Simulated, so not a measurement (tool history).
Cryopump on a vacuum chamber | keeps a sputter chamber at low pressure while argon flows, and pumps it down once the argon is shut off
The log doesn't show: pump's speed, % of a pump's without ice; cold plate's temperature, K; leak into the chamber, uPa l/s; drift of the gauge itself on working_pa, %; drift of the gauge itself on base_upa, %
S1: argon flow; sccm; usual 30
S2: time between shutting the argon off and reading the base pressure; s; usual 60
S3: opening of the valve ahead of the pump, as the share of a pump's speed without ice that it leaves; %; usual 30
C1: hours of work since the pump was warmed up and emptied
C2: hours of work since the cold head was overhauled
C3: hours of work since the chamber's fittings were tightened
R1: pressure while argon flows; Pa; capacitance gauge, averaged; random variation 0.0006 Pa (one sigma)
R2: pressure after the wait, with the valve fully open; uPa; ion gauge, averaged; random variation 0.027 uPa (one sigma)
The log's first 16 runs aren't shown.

{"run": 17, "hour": 511.2, "S1": 32, "S2": 60, "S3": 30, "C1": 95, "C2": 1254, "C3": 1135, "R1": 0.0877, "R2": 1.84}
{"run": 18, "hour": 537.9, "S1": 13, "S2": 92, "S3": 41, "C1": 111, "C2": 1271, "C3": 1152, "R1": 0.0266, "R2": 1.36}
{"run": 19, "hour": 572.8, "S1": 30, "S2": 45, "S3": 24, "C1": 133, "C2": 1293, "C3": 1174, "R1": 0.1027, "R2": 2.07}
{"run": 20, "hour": 589.8, "S1": 30, "S2": 45, "S3": 24, "C1": 144, "C2": 1303, "C3": 1185, "R1": 0.103, "R2": 2.12}
{"run": 21, "hour": 628.7, "S1": 30, "S2": 105, "S3": 23, "C1": 169, "C2": 1328, "C3": 1209, "R1": 0.1068, "R2": 1.38}
{"run": 22, "hour": 650.5, "S1": 30, "S2": 105, "S3": 23, "C1": 182, "C2": 1342, "C3": 1223, "R1": 0.1078, "R2": 1.4}
{"run": 23, "hour": 672.5, "S1": 47, "S2": 105, "S3": 36, "C1": 196, "C2": 1356, "C3": 1237, "R1": 0.1072, "R2": 1.38}
{"run": 24, "hour": 714.1, "S1": 34, "S2": 105, "S3": 36, "C1": 223, "C2": 1382, "C3": 1263, "R1": 0.0792, "R2": 1.4}
{"run": 25, "hour": 755.8, "S1": 30, "S2": 60, "S3": 30, "C1": 249, "C2": 1408, "C3": 1289, "R1": 0.0837, "R2": 1.86}
{"run": 26, "hour": 785.9, "S1": 46, "S2": 172, "S3": 30, "C1": 268, "C2": 1427, "C3": 1308, "R1": 0.1261, "R2": 1.12}
{"run": 27, "hour": 805.2, "S1": 46, "S2": 172, "S3": 30, "C1": 280, "C2": 1439, "C3": 1321, "R1": 0.1271, "R2": 1.16}
{"run": 28, "hour": 834.7, "S1": 46, "S2": 172, "S3": 44, "C1": 299, "C2": 1458, "C3": 1339, "R1": 0.0893, "R2": 1.25}
{"run": 29, "hour": 853.8, "S1": 46, "S2": 63, "S3": 22, "C1": 311, "C2": 1470, "C3": 1351, "R1": 0.1712, "R2": 1.93}
{"run": 30, "hour": 873.6, "S1": 46, "S2": 23, "S3": 52, "C1": 323, "C2": 1482, "C3": 1364, "R1": 0.0747, "R2": 3.59}
{"run": 31, "hour": 915.3, "S1": 46, "S2": 35, "S3": 57, "C1": 349, "C2": 1509, "C3": 1390, "R1": 0.0676, "R2": 2.7}
{"run": 32, "hour": 952.3, "S1": 28, "S2": 218, "S3": 57, "C1": 373, "C2": 1532, "C3": 1413, "R1": 0.0411, "R2": 1.15}
{"run": 33, "hour": 980.7, "S1": 28, "S2": 218, "S3": 57, "C1": 391, "C2": 1550, "C3": 1431, "R1": 0.0411, "R2": 1.15}

Forecast each of these 5 alternatives for the next run:
{"run": "A", "hour": 1010.5, "S1": 30, "S2": 132, "S3": 60, "C1": 409, "C2": 1569, "C3": 1450, "R1": "?", "R2": "?"}
{"run": "B", "hour": 1010.5, "S1": 28, "S2": 54, "S3": 57, "C1": 409, "C2": 1569, "C3": 1450, "R1": "?", "R2": "?"}
{"run": "C", "hour": 1010.5, "S1": 28, "S2": 218, "S3": 39, "C1": 409, "C2": 1569, "C3": 1450, "R1": "?", "R2": "?"}
{"run": "D", "hour": 1010.5, "S1": 51, "S2": 94, "S3": 32, "C1": 409, "C2": 1569, "C3": 1450, "R1": "?", "R2": "?"}
{"run": "E", "hour": 1010.5, "S1": 37, "S2": 124, "S3": 30, "C1": 409, "C2": 1569, "C3": 1450, "R1": "?", "R2": "?"}

run=A R1=0.0425 R2=1.34
run=B R1=0.0417 R2=2.08
run=C R1=0.0610 R2=1.16
run=D R1=0.1336 R2=1.60
run=E R1=0.1026 R2=1.37
Without the tool's hidden state the same runs would have given:
run=A R1=0.0407 R2=0.63
run=B R1=0.0401 R2=1.35
run=C R1=0.0593 R2=0.45
run=D R1=0.1306 R2=0.87
run=E R1=0.1004 R2=0.64
